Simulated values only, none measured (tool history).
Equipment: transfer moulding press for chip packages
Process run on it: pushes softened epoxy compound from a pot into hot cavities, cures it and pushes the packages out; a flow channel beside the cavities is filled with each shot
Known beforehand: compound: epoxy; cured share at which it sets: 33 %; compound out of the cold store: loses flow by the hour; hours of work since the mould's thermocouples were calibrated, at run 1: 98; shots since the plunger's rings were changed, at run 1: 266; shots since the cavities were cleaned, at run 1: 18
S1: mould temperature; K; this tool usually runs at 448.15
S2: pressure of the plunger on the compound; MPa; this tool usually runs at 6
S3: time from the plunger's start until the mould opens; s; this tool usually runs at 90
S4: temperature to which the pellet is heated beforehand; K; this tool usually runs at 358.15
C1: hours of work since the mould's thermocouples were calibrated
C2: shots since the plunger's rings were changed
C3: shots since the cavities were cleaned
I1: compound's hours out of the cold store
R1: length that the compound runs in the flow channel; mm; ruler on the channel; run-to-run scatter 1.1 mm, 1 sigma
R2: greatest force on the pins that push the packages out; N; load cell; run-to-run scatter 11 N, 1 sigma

run,hour,S1,S2,S3,S4,C1,C2,C3,I1,R1,R2
1,0,448.15,6,90,358.15,98,266,18,47.3,705,484
2,30.2,448.15,6,90,358.15,114,550,302,30.8,741,505
3,57.3,448.15,6,90,358.15,128,806,558,23,756,506
4,87.9,448.15,6,90,358.15,145,1095,847,47.3,706,479
# hour 107: cavities cleaned with cleaning compound and waxed
5,124.7,448.15,6,90,358.15,163,1428,167,18.8,767,494
6,150.7,448.15,5.05,90,358.15,177,1673,412,24.8,693,486
7,176.1,448.15,5.05,90,358.15,190,1913,652,46.3,649,482
8,209.7,448.15,6,90,358.15,208,2229,968,15.1,775,505
# hour 214.2: cavities cleaned with cleaning compound and waxed
9,227.2,448.15,6,90,358.15,217,2380,122,40.8,717,488
10,259.8,444.15,6,90,358.15,234,2688,430,40.2,732,602
11,277.1,450.15,4.59,80,358.15,243,2851,593,16,672,514
12,310.5,450.15,4.59,80,358.15,261,3167,909,8.8,684,544
# hour 322.3: cavities cleaned with cleaning compound and waxed
13,343.6,444.15,6,95,352.15,277,3464,201,41.9,727,555
14,362.9,454.15,6,89,352.15,287,3647,384,37.7,708,438
15,396.1,448.15,6,78,366.15,305,3960,697,8.3,789,636
16,414.1,440.15,6,113,361.15,314,4129,866,35.7,754,514
# hour 429.5: cavities cleaned with cleaning compound and waxed
17,435.2,449.15,6,121,358.15,325,4314,54,42,712,451
18,455.3,448.15,6.57,78,358.15,335,4504,244,17.9,805,616
19,485.9,443.15,5.73,71,351.15,352,4793,533,34.9,728,1063

For each entry between runs, how does the tool's hidden state at the last listed run before it compare with that at the first listed run after it?
Between runs 4 and 5: cavities cleaned with cleaning compound and waxed (hour 107)
  grip of the stained cavities, % over clean ones': 0.8 -> 0.3
Between runs 8 and 9: cavities cleaned with cleaning compound and waxed (hour 214.2)
  true mould temperature over the reading, C: 0 -> -0.01; grip of the stained cavities, % over clean ones': 0.9 -> 0.2
Between runs 12 and 13: cavities cleaned with cleaning compound and waxed (hour 322.3)
  pressure that reaches the compound, % of what is set: 99.92 -> 99.91; grip of the stained cavities, % over clean ones': 0.9 -> 0.4
Between runs 16 and 17: cavities cleaned with cleaning compound and waxed (hour 429.5)
  grip of the stained cavities, % over clean ones': 0.8 -> 0.2
